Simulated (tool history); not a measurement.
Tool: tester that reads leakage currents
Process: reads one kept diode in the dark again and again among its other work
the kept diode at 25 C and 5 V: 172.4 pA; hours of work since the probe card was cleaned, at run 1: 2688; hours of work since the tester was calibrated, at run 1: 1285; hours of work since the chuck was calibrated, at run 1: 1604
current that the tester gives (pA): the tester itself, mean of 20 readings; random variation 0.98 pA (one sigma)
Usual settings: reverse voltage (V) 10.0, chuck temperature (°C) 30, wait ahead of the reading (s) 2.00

| run | day | reverse voltage (V) | chuck temperature (°C) | wait ahead of the reading (s) | hours of work since the probe card was cleaned | hours of work since the tester was calibrated | hours of work since the chuck was calibrated | current that the tester gives (pA) |
|---|---|---|---|---|---|---|---|---|
| 1 | 0.000 | 10.0 | 30 | 2.00 | 2688 | 1285 | 1604 | 325.80 |
| 2 | 3.192 | 10.0 | 30 | 2.00 | 2724 | 1321 | 1640 | 328.12 |
| 3 | 6.142 | 10.0 | 30 | 2.00 | 2758 | 1355 | 1674 | 326.75 |
| 4 | 8.338 | 10.0 | 30 | 2.00 | 2783 | 1380 | 1699 | 326.39 |
| 5 | 11.871 | 10.0 | 30 | 2.00 | 2823 | 1420 | 1740 | 326.35 |
| 6 | 14.883 | 2.1 | 30 | 2.00 | 2858 | 1455 | 1774 | 203.26 |
| 7 | 17.125 | 10.0 | 30 | 3.31 | 2883 | 1480 | 1800 | 325.78 |
| 8 | 18.917 | 10.0 | 30 | 2.00 | 2904 | 1501 | 1820 | 329.05 |
| 9 | 21.233 | 10.0 | 30 | 2.00 | 2930 | 1527 | 1847 | 327.68 |
| 10 | 24.642 | 10.0 | 30 | 2.00 | 2969 | 1566 | 1886 | 325.58 |
| 11 | 27.875 | 10.0 | 30 | 0.78 | 3006 | 1603 | 1923 | 329.45 |
| 12 | 29.796 | 1.8 | 30 | 0.78 | 3028 | 1625 | 1945 | 193.97 |
| 13 | 31.921 | 1.8 | 30 | 0.78 | 3053 | 1650 | 1969 | 193.51 |
| 14 | 34.267 | 7.0 | 38 | 0.78 | 3080 | 1677 | 1996 | 558.74 |
| 15 | 36.954 | 7.0 | 38 | 1.15 | 3110 | 1707 | 2026 | 560.18 |
| 16 | 40.367 | 10.0 | 22 | 5.58 | 3149 | 1746 | 2065 | 164.64 |
| 17 | 42.908 | 10.2 | 43 | 0.35 | 3178 | 1775 | 2095 | 927.20 |
| 18 | 44.975 | 10.2 | 43 | 0.35 | 3202 | 1799 | 2118 | 928.24 |
| 19 | 47.988 | 10.2 | 57 | 1.19 | 3236 | 1833 | 2153 | 2543.64 |
| 20 | 51.325 | 12.8 | 53 | 1.19 | 3275 | 1872 | 2191 | 2076.98 |
|  | 52.917 | chuck's temperature calibrated |
| 21 | 54.558 | 1.3 | 24 | 0.86 | 3311 | 1908 | 19 | 105.30 |
| 22 | 57.417 | 1.5 | 27 | 1.33 | 3343 | 1940 | 51 | 141.41 |
|  | 58.362 | probe card cleaned and baked |
| 23 | 60.442 | 16.7 | 37 | 2.00 | 24 | 1974 | 85 | 672.71 |
| 24 | 63.588 | 16.7 | 37 | 2.00 | 60 | 2009 | 121 | 674.65 |

Forecast each of these 5 alternatives for the next run:
| A | 66.554 | 16.7 | 37 | 1.12 | 94 | 2043 | 155 | ? |
| B | 66.554 | 15.0 | 45 | 2.00 | 94 | 2043 | 155 | ? |
| C | 66.554 | 16.7 | 28 | 0.40 | 94 | 2043 | 155 | ? |
| D | 66.554 | 10.0 | 56 | 2.00 | 94 | 2043 | 155 | ? |
| E | 66.554 | 16.7 | 37 | 2.61 | 94 | 2043 | 155 | ? |

| run | current that the tester gives (pA) |
|---|---|
| A | 673.02 |
| B | 1201.75 |
| C | 334.56 |
| D | 2366.83 |
| E | 670.35 |
Without the tool's hidden state the same runs would have given:
| run | current that the tester gives (pA) |
|---|---|
| A | 672.87 |
| B | 1201.50 |
| C | 334.48 |
| D | 2366.36 |
| E | 670.20 |
